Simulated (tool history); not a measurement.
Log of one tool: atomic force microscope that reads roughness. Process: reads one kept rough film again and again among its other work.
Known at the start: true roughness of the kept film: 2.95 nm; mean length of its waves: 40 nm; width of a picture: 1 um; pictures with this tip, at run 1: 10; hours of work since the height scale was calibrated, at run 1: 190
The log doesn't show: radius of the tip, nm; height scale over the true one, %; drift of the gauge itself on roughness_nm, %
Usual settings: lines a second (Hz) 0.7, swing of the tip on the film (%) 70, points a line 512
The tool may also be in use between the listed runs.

run	day	lines a second (Hz)	swing of the tip on the film (%)	points a line	pictures with this tip	hours of work since the height scale was calibrated	roughness of the kept film (nm (root mean square))
1	0	0.7	70	512	10	190	2.584
2	0.829	0.7	70	512	27	199	2.539
3	1.938	0.7	70	512	50	211	2.48
4	2.854	1.998	70	512	69	221	2.257
# day 3.429: new tip fitted
5	3.429	0.7	70	512	0	227	2.63
6	4.758	0.7	70	512	27	241	2.524
7	6.058	1.892	70	512	54	255	2.283
8	6.688	1.892	70	512	67	262	2.247
# day 7.333: new tip fitted
9	7.675	1.892	70	512	7	272	2.44
10	8.396	0.7	70	1007	22	280	2.546
11	9.508	0.7	70	1007	44	292	2.495
12	10.475	0.7	70	1007	64	303	2.437
# day 11.271: new tip fitted
13	11.512	1.39	70	512	5	314	2.509
14	12.321	1.39	70	512	22	322	2.453
15	13.188	0.7	70	512	39	332	2.482
16	14.55	1.281	70	512	67	346	2.315
# day 15.188: new tip fitted
17	15.792	0.7	67	512	12	359	2.577
18	17.067	0.7	67	300	39	373	2.511
# day 17.179: height scale calibrated on a step standard
19	17.854	0.7	67	831	54	7	2.492
# day 19.117: new tip fitted
20	19.117	3.786	70	512	0	21	2.222
21	20.162	3.786	70	512	22	32	2.171
22	21.1	3.786	82	472	41	42	1.818
23	21.904	1.794	67	400	57	51	2.339
# day 23.033: new tip fitted
24	23.1	1.794	67	400	2	63	2.476
25	23.796	1.158	62	512	16	71	2.547
# day 24.562: height scale calibrated on a step standard, once more
26	25.008	1.616	62	512	40	5	2.418
27	26.121	1.616	62	512	63	17	2.381
28	26.875	1.22	70	555	78	25	2.283
# day 26.958: new tip fitted
29	28.175	1.182	64	367	25	39	2.497
30	29.112	1.182	64	367	45	49	2.434
31	30.25	1.182	56	367	68	61	2.427
# day 30.862: new tip fitted
32	31.133	1.121	74	988	6	70	2.506
33	32.317	1.121	74	988	30	83	2.435
34	33.112	1.121	74	988	46	92	2.421
35	34.062	2.572	83	510	66	102	1.94
# day 34.758: new tip fitted
36	34.917	2.572	83	510	3	111	2.066
37	35.983	2.572	83	510	25	122	2.021
38	36.888	2.693	63	512	43	132	2.352
39	38.108	2.735	85	882	68	145	1.846
# day 38.638: new tip fitted
40	38.871	0.753	85	882	5	153	2.456

Measured less the same run without the tool's hidden state. The same run-to-run variation is in both; the gauge's scatter may not be:
run	roughness of the kept film (nm (root mean square))
1	-0.037
2	-0.091
3	-0.154
4	-0.194
5	-0.01
6	-0.103
7	-0.178
8	-0.21
9	-0.02
10	-0.071
11	-0.137
12	-0.197
13	-0.023
14	-0.075
15	-0.13
16	-0.205
17	-0.052
18	-0.136
19	-0.181
20	+0.007
21	-0.054
22	-0.089
23	-0.167
24	-0.021
25	-0.066
26	-0.153
27	-0.213
28	-0.251
29	-0.103
30	-0.164
31	-0.232
32	-0.023
33	-0.096
34	-0.142
35	-0.161
36	-0.017
37	-0.063
38	-0.129
39	-0.164
40	-0.02
